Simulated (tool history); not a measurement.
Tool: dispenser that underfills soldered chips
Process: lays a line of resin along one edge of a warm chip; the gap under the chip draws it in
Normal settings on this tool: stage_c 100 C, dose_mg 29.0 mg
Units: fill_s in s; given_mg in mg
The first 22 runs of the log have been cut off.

run	hour	stage_c	dose_mg	fill_s	given_mg
# hour 173.5: new syringe of resin
23	177.1	110	30.3	133.8	29.43
# hour 183.1: new syringe of resin
# hour 185.6: dispensing valve cleaned and set on the balance
24	188.2	110	31.9	139.2	32.03
# hour 192.9: new syringe of resin
25	194.6	114	30.9	108.2	30.95
# hour 202.0: new syringe of resin
26	204.8	99	25.6	219.8	25.52
# hour 210.9: new syringe of resin
27	210.9	113	35.7	106.6	35.44
# hour 220.0: new syringe of resin
28	222.4	113	28.0	116.4	27.69
# hour 229.3: new syringe of resin
29	229.9	114	29.0	104.7	28.51
30	236.3	103	29.5	202.2	29.03

Run 31, settings as shown, results not yet in. Your forecast:
# hour 238.6: new syringe of resin
31	244.3	103	29.5	?	?

Run 31 came out at fill_s 198.6 s, given_mg 28.90 mg.
With no hidden state in the tool, this same run would have given fill_s 149.2 s, given_mg 29.43 mg.
